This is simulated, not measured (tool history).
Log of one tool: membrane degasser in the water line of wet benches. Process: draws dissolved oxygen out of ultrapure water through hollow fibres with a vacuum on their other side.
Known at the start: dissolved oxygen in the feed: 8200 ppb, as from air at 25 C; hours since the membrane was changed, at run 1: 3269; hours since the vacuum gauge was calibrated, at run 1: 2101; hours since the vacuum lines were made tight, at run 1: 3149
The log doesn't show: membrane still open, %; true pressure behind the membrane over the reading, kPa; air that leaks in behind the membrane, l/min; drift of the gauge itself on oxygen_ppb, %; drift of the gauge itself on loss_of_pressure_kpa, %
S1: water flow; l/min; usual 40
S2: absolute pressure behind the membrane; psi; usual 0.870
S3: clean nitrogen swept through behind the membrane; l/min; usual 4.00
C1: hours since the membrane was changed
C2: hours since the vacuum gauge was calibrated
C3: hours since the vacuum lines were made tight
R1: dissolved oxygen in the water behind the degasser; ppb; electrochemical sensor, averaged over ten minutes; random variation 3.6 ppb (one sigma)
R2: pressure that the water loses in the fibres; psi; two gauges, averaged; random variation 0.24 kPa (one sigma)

run    hour  S1     S2     S3    C1    C2    C3     R1      R2
  1     0.0  40  0.870   4.00  3269  2101  3149  389.0   9.387
  2    88.2  40  0.870   4.00  3358  2189  3237  393.3   9.472
  3   201.4  40  0.889   4.00  3471  2302  3351  391.5   9.433
  4   281.0  40  0.627   4.00  3551  2382  3430  355.7   9.433
  5   344.9  40  0.627   4.00  3614  2445  3494  350.0   9.480
  6   436.8  40  0.870   4.00  3706  2537  3586  382.9   9.401
  7   491.6  40  0.870   4.00  3761  2592  3641  394.6   9.398
  8   592.5  57  0.870   4.00  3862  2693  3742  756.2  13.487
  9   686.9  40  0.870   4.00  3956  2788  3836  392.7   9.385
 10   743.4  40  0.870   4.00  4013  2844  3893  392.9   9.487
 11   796.1  40  0.870   4.00  4066  2897  3945  393.8   9.464
 12   905.2  40  0.870   4.00  4175  3006  4054  397.4   9.416
 13   999.0  40  0.870   4.00  4268  3100  4148  396.2   9.425
 14  1050.2  40  0.870   4.00  4320  3151  4199  391.7   9.448
 15  1128.3  40  0.870   4.00  4398  3229  4277  397.0   9.509
 16  1180.2  40  0.870   4.00  4450  3281  4329  395.0   9.516
 17  1270.2  43  0.757   4.40  4540  3371  4419  441.7  10.187
 18  1376.0  41  0.528   8.10  4645  3477  4525  362.8   9.673
 19  1460.8  41  0.528   8.10  4730  3561  4610  355.8   9.654
 20  1563.4  54  0.528   8.10  4833  3664  4713  627.2  12.888
 21  1619.2  28  0.782   2.54  4889  3720  4768  193.4   6.605
 22  1691.0  32  0.870   4.00  4960  3792  4840  246.8   7.626
 23  1787.9  57  1.521  10.04  5057  3889  4937  785.0  13.561
 24  1874.3  40  0.560   5.95  5144  3975  5023  347.9   9.542
 25  1978.3  29  0.560   4.85  5248  4079  5127  161.8   6.939
 26  2040.4  29  0.560   4.85  5310  4141  5189  161.9   6.942
 27  2117.1  29  0.670   5.22  5387  4218  5266  169.5   6.927
 28  2206.3  43  1.929  10.19  5476  4307  5355  498.2  10.205
 29  2304.4  27  0.870   4.00  5574  4405  5454  169.7   6.444
 30  2392.0  27  2.100   4.00  5661  4493  5541  298.8   6.434
 31  2479.1  27  2.100   4.00  5749  4580  5628  302.2   6.418
 32  2560.9  27  2.100   4.00  5830  4661  5710  298.4   6.469

The same runs without the tool's hidden state, with the same run-to-run variation:
run     R1      R2
  1  361.4   9.166
  2  364.6   9.245
  3  362.3   9.200
  4  325.3   9.194
  5  319.5   9.236
  6  352.1   9.152
  7  362.4   9.145
  8  704.9  13.113
  9  358.9   9.117
 10  358.6   9.214
 11  359.0   9.188
 12  361.1   9.132
 13  359.3   9.136
 14  354.8   9.153
 15  358.9   9.208
 16  356.7   9.211
 17  398.0   9.855
 18  323.2   9.349
 19  316.3   9.323
 20  568.5  12.438
 21  167.9   6.370
 22  216.8   7.355
 23  720.3  13.064
 24  304.8   9.188
 25  135.7   6.676
 26  135.6   6.676
 27  143.5   6.659
 28  449.0   9.800
 29  145.0   6.184
 30  273.8   6.171
 31  276.5   6.151
 32  272.8   6.197
